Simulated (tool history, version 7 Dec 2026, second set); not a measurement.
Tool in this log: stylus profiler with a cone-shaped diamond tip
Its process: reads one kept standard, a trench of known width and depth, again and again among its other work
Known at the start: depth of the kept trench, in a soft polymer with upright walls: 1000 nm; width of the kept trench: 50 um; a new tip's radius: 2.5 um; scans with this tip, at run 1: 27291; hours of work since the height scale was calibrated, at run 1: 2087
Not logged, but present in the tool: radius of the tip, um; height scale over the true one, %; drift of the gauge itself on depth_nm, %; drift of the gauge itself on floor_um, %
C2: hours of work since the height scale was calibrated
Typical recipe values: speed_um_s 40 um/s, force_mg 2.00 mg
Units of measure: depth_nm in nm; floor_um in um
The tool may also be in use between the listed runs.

{"run": 1, "day": 0.0, "speed_um_s": 40, "force_mg": 2.0, "scans with this tip": 27291, "C2": 2087, "depth_nm": 1016.62, "floor_um": 42.49}
{"run": 2, "day": 1.983, "speed_um_s": 40, "force_mg": 2.0, "scans with this tip": 27766, "C2": 2123, "depth_nm": 1016.02, "floor_um": 42.43}
{"run": 3, "day": 4.038, "speed_um_s": 40, "force_mg": 2.0, "scans with this tip": 28257, "C2": 2160, "depth_nm": 1016.22, "floor_um": 42.43}
{"run": 4, "day": 5.6, "speed_um_s": 40, "force_mg": 0.78, "scans with this tip": 28632, "C2": 2189, "depth_nm": 1011.95, "floor_um": 42.2}
{"day": 7.279, "done": "height scale calibrated on a step standard"}
{"run": 5, "day": 8.517, "speed_um_s": 40, "force_mg": 0.78, "scans with this tip": 29325, "C2": 23, "depth_nm": 1005.0, "floor_um": 42.12}
{"run": 6, "day": 10.667, "speed_um_s": 40, "force_mg": 0.78, "scans with this tip": 29840, "C2": 62, "depth_nm": 1005.74, "floor_um": 42.02}
{"run": 7, "day": 12.412, "speed_um_s": 33, "force_mg": 0.78, "scans with this tip": 30258, "C2": 94, "depth_nm": 1005.33, "floor_um": 42.17}
{"run": 8, "day": 15.562, "speed_um_s": 33, "force_mg": 0.78, "scans with this tip": 31012, "C2": 152, "depth_nm": 1006.06, "floor_um": 42.12}
{"run": 9, "day": 17.004, "speed_um_s": 33, "force_mg": 5.4, "scans with this tip": 31357, "C2": 178, "depth_nm": 1019.92, "floor_um": 42.26}
{"run": 10, "day": 18.775, "speed_um_s": 33, "force_mg": 1.81, "scans with this tip": 31781, "C2": 210, "depth_nm": 1010.14, "floor_um": 42.16}
{"run": 11, "day": 21.5, "speed_um_s": 33, "force_mg": 1.81, "scans with this tip": 32434, "C2": 260, "depth_nm": 1009.81, "floor_um": 42.11}
{"run": 12, "day": 23.975, "speed_um_s": 48, "force_mg": 2.0, "scans with this tip": 33027, "C2": 306, "depth_nm": 1010.41, "floor_um": 41.9}
{"run": 13, "day": 26.204, "speed_um_s": 48, "force_mg": 2.0, "scans with this tip": 33560, "C2": 346, "depth_nm": 1010.91, "floor_um": 41.89}
{"day": 27.667, "done": "new tip fitted, height scale calibrated"}
{"run": 14, "day": 27.962, "speed_um_s": 86, "force_mg": 2.0, "scans with this tip": 71, "C2": 5, "depth_nm": 1010.09, "floor_um": 45.29}
{"run": 15, "day": 29.596, "speed_um_s": 34, "force_mg": 2.0, "scans with this tip": 461, "C2": 35, "depth_nm": 1010.03, "floor_um": 45.66}
{"run": 16, "day": 31.854, "speed_um_s": 40, "force_mg": 2.0, "scans with this tip": 1002, "C2": 77, "depth_nm": 1010.39, "floor_um": 45.47}
{"run": 17, "day": 33.212, "speed_um_s": 40, "force_mg": 5.37, "scans with this tip": 1327, "C2": 102, "depth_nm": 1019.8, "floor_um": 45.53}
{"run": 18, "day": 35.025, "speed_um_s": 40, "force_mg": 5.37, "scans with this tip": 1761, "C2": 135, "depth_nm": 1019.58, "floor_um": 45.43}
{"run": 19, "day": 36.454, "speed_um_s": 40, "force_mg": 5.37, "scans with this tip": 2103, "C2": 161, "depth_nm": 1019.78, "floor_um": 45.37}
{"run": 20, "day": 38.183, "speed_um_s": 40, "force_mg": 5.37, "scans with this tip": 2517, "C2": 192, "depth_nm": 1019.79, "floor_um": 45.31}
{"run": 21, "day": 40.25, "speed_um_s": 40, "force_mg": 5.37, "scans with this tip": 3012, "C2": 230, "depth_nm": 1020.18, "floor_um": 45.28}
{"run": 22, "day": 43.046, "speed_um_s": 40, "force_mg": 5.37, "scans with this tip": 3681, "C2": 282, "depth_nm": 1020.11, "floor_um": 45.18}
{"run": 23, "day": 44.512, "speed_um_s": 40, "force_mg": 5.37, "scans with this tip": 4033, "C2": 308, "depth_nm": 1020.34, "floor_um": 45.16}
{"run": 24, "day": 46.6, "speed_um_s": 40, "force_mg": 5.37, "scans with this tip": 4533, "C2": 347, "depth_nm": 1020.33, "floor_um": 45.06}
{"run": 25, "day": 48.458, "speed_um_s": 13, "force_mg": 1.14, "scans with this tip": 4978, "C2": 381, "depth_nm": 1008.33, "floor_um": 44.99}
{"run": 26, "day": 50.271, "speed_um_s": 13, "force_mg": 1.14, "scans with this tip": 5412, "C2": 414, "depth_nm": 1008.17, "floor_um": 44.95}
{"run": 27, "day": 52.112, "speed_um_s": 40, "force_mg": 2.36, "scans with this tip": 5853, "C2": 448, "depth_nm": 1012.42, "floor_um": 44.77}
{"run": 28, "day": 54.758, "speed_um_s": 17, "force_mg": 4.57, "scans with this tip": 6486, "C2": 496, "depth_nm": 1019.21, "floor_um": 44.85}
{"run": 29, "day": 56.412, "speed_um_s": 17, "force_mg": 4.57, "scans with this tip": 6882, "C2": 526, "depth_nm": 1019.26, "floor_um": 44.82}
{"run": 30, "day": 59.554, "speed_um_s": 17, "force_mg": 4.57, "scans with this tip": 7634, "C2": 584, "depth_nm": 1019.05, "floor_um": 44.76}
{"run": 31, "day": 61.029, "speed_um_s": 11, "force_mg": 3.75, "scans with this tip": 7988, "C2": 611, "depth_nm": 1017.38, "floor_um": 44.72}
{"run": 32, "day": 62.633, "speed_um_s": 11, "force_mg": 3.75, "scans with this tip": 8372, "C2": 640, "depth_nm": 1017.13, "floor_um": 44.68}
{"run": 33, "day": 64.608, "speed_um_s": 134, "force_mg": 3.45, "scans with this tip": 8844, "C2": 676, "depth_nm": 1016.3, "floor_um": 43.87}
{"run": 34, "day": 67.704, "speed_um_s": 143, "force_mg": 3.71, "scans with this tip": 9586, "C2": 733, "depth_nm": 1017.42, "floor_um": 43.81}
{"run": 35, "day": 70.325, "speed_um_s": 104, "force_mg": 1.06, "scans with this tip": 10214, "C2": 781, "depth_nm": 1009.17, "floor_um": 43.44}
{"run": 36, "day": 72.942, "speed_um_s": 104, "force_mg": 1.06, "scans with this tip": 10840, "C2": 829, "depth_nm": 1009.56, "floor_um": 43.38}
{"run": 37, "day": 75.025, "speed_um_s": 84, "force_mg": 1.07, "scans with this tip": 11339, "C2": 867, "depth_nm": 1009.24, "floor_um": 43.55}
{"run": 38, "day": 76.492, "speed_um_s": 84, "force_mg": 1.07, "scans with this tip": 11690, "C2": 894, "depth_nm": 1009.68, "floor_um": 43.47}
{"run": 39, "day": 77.875, "speed_um_s": 84, "force_mg": 1.07, "scans with this tip": 12021, "C2": 919, "depth_nm": 1009.69, "floor_um": 43.48}
{"run": 40, "day": 79.512, "speed_um_s": 84, "force_mg": 1.07, "scans with this tip": 12413, "C2": 949, "depth_nm": 1009.63, "floor_um": 43.41}
{"run": 41, "day": 81.033, "speed_um_s": 32, "force_mg": 4.76, "scans with this tip": 12777, "C2": 977, "depth_nm": 1020.89, "floor_um": 44.05}
{"run": 42, "day": 82.571, "speed_um_s": 32, "force_mg": 2.11, "scans with this tip": 13146, "C2": 1005, "depth_nm": 1014.35, "floor_um": 43.83}
{"run": 43, "day": 85.375, "speed_um_s": 32, "force_mg": 2.11, "scans with this tip": 13817, "C2": 1056, "depth_nm": 1014.13, "floor_um": 43.87}
{"run": 44, "day": 87.308, "speed_um_s": 15, "force_mg": 5.33, "scans with this tip": 14280, "C2": 1092, "depth_nm": 1022.94, "floor_um": 43.96}
{"run": 45, "day": 90.388, "speed_um_s": 13, "force_mg": 2.74, "scans with this tip": 15018, "C2": 1148, "depth_nm": 1016.17, "floor_um": 43.8}

Forecast each of these 4 alternatives for the next run:
{"run": "A", "day": 93.246, "speed_um_s": 154, "force_mg": 0.76, "scans with this tip": 15702, "C2": 1201, "depth_nm": "?", "floor_um": "?"}
{"run": "B", "day": 93.246, "speed_um_s": 15, "force_mg": 2.74, "scans with this tip": 15702, "C2": 1201, "depth_nm": "?", "floor_um": "?"}
{"run": "C", "day": 93.246, "speed_um_s": 28, "force_mg": 2.59, "scans with this tip": 15702, "C2": 1201, "depth_nm": "?", "floor_um": "?"}
{"run": "D", "day": 93.246, "speed_um_s": 13, "force_mg": 1.27, "scans with this tip": 15702, "C2": 1201, "depth_nm": "?", "floor_um": "?"}

run=A depth_nm=1009.77 floor_um=42.05
run=B depth_nm=1016.24 floor_um=43.74
run=C depth_nm=1015.96 floor_um=43.68
run=D depth_nm=1011.37 floor_um=43.68
Had the tool no hidden state, the same runs would have come out as:
run=A depth_nm=1005.58 floor_um=44.25
run=B depth_nm=1012.03 floor_um=45.93
run=C depth_nm=1011.75 floor_um=45.87
run=D depth_nm=1007.17 floor_um=45.88

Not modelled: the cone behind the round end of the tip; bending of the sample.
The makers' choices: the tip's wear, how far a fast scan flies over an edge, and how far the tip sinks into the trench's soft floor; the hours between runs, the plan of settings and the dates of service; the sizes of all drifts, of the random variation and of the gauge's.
